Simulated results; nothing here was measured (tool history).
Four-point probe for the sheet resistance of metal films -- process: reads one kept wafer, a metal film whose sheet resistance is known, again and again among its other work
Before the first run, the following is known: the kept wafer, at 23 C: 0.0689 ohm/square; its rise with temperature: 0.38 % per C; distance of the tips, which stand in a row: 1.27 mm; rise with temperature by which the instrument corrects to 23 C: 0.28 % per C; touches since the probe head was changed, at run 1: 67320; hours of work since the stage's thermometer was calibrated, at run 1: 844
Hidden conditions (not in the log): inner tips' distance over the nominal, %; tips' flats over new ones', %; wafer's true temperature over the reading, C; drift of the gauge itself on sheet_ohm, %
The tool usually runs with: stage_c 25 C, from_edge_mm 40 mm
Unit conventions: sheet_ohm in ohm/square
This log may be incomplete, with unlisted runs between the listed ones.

| run | hour | stage_c | from_edge_mm | touches since the probe head was changed | hours of work since the stage's thermometer was calibrated | sheet_ohm |
|---|---|---|---|---|---|---|
| 1 | 0.0 | 25 | 40 | 67320 | 844 | 0.068499 |
| 2 | 37.7 | 25 | 8 | 69438 | 870 | 0.069355 |
| 3 | 75.5 | 23 | 40 | 71560 | 897 | 0.068317 |
| 4 | 103.2 | 25 | 40 | 73112 | 917 | 0.068439 |
| 5 | 135.5 | 25 | 40 | 74927 | 939 | 0.068453 |
| 6 | 162.7 | 25 | 40 | 76452 | 958 | 0.068418 |
| 7 | 191.7 | 25 | 40 | 78082 | 979 | 0.068389 |
| 8 | 219.3 | 25 | 36 | 79630 | 998 | 0.068390 |
| 9 | 265.7 | 25 | 6 | 82235 | 1031 | 0.069942 |
| 10 | 311.1 | 21 | 6 | 84787 | 1063 | 0.069617 |
| 11 | 352.7 | 21 | 6 | 87119 | 1092 | 0.069585 |
| 12 | 374.3 | 21 | 6 | 88334 | 1107 | 0.069597 |
| 13 | 403.9 | 25 | 3 | 89992 | 1128 | 0.074208 |
| 14 | 440.9 | 25 | 3 | 92072 | 1154 | 0.074187 |
| 15 | 459.9 | 25 | 3 | 93135 | 1168 | 0.074178 |
| 16 | 506.0 | 25 | 3 | 95725 | 1200 | 0.074140 |
| 17 | 538.4 | 25 | 3 | 97542 | 1223 | 0.074121 |
| 18 | 584.3 | 25 | 37 | 100123 | 1255 | 0.068219 |
| 19 | 618.7 | 25 | 37 | 102054 | 1279 | 0.068159 |
| 20 | 645.3 | 25 | 10 | 103543 | 1298 | 0.068730 |
| 21 | 684.1 | 25 | 13 | 105722 | 1325 | 0.068464 |
| 22 | 705.2 | 29 | 17 | 106910 | 1340 | 0.068582 |
|  | 712.7 | new probe head fitted |
| 23 | 745.0 | 29 | 17 | 1811 | 1367 | 0.069890 |

Expected results for the next run?
|  | 748.4 | stage's thermometer calibrated |
| 24 | 789.4 | 32 | 55 | 4276 | 29 | ? |

{"run 24": {"sheet_ohm": 0.069908}}
With the hidden condition absent and the run-to-run variation left alone, this run would have shown sheet_ohm 0.069547 ohm/square.

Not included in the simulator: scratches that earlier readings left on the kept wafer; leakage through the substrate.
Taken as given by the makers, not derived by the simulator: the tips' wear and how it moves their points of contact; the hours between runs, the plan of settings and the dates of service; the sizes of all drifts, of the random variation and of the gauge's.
